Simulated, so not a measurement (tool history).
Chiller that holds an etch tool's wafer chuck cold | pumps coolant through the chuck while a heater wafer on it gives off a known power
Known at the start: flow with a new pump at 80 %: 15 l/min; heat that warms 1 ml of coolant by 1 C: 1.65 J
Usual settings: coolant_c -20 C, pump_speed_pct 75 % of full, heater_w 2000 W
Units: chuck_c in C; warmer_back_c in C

run   hour  coolant_c  pump_speed_pct  heater_w  chuck_c  warmer_back_c
  1      0        -20              75      2000       -6           5.26
  2     15        -20              75      2000     -5.8           5.26
  3   35.4        -20              75      2000     -5.9           5.22
  4   50.7        -20              75      2000       -6           5.18
  5   69.4        -20              75      2000     -5.9           5.26
  6   98.9        -20              75      2000     -5.8           5.22
  7  133.2        -20              75      2000       -6           5.28
  8  152.6        -20              75      2000     -5.9           5.24
  9  171.1        -20              75      2000     -5.9           5.27
 10  187.3        -20              75      2000     -5.8           5.26
 11  211.7        -20              75      2000     -5.7           5.27
     231.1  -- chiller's thermometer calibrated
 12  233.4        -18              75      2000     -4.1           5.22
 13    264        -18              75      2000     -3.8           5.27
 14  279.1        -18              75      2000     -4.1           5.25
 15  313.4        -17              75      2000     -2.9           5.19
 16  349.6        -17              75      2000     -2.9           5.29
 17    385        -26              80      2000    -12.8            4.9
 18  408.9        -15              87      1034     -8.7           2.29
 19  438.7        -12              75      1551     -1.1           4.09
 20  454.4        -11              99      1530     -2.7           2.97
 21  481.8        -25              80      1530    -14.9           3.79
 22  506.2        -17              66      1235     -7.2           3.69
     513.3  -- coolant pump overhauled
 23  536.9        -27              71      1321    -17.1           3.68
 24  552.3        -17              71      1321       -7           3.69
 25  575.7        -17              71      1321     -6.9           3.71
 26  605.7        -22              98      1494    -13.7              3
 27  631.3        -20              91      2000     -7.9           4.27
 28  653.3        -25              65      1365    -13.9           4.21
     671.9  -- coolant pump overhauled, once more
 29  678.7        -23              62      1425    -11.2           4.58
 30  714.8        -27              78      1560    -16.5           3.89
 31  750.2        -11              65      1119     -1.8           3.35
 32  783.8        -16              73      1571     -4.6           4.28

Forecast each of these 3 alternatives for the next run:
  A  807.6        -20              75      1252        ?              ?
  B  807.6        -20              63      2594        ?              ?
  C  807.6        -27              64      2213        ?              ?

run  chuck_c  warmer_back_c
  A      -11           3.25
  B      1.5           8.12
  C     -8.8           6.84
Without the tool's hidden state the same runs would have given:
run  chuck_c  warmer_back_c
  A    -11.8           3.24
  B     -0.5           8.09
  C    -10.5           6.81
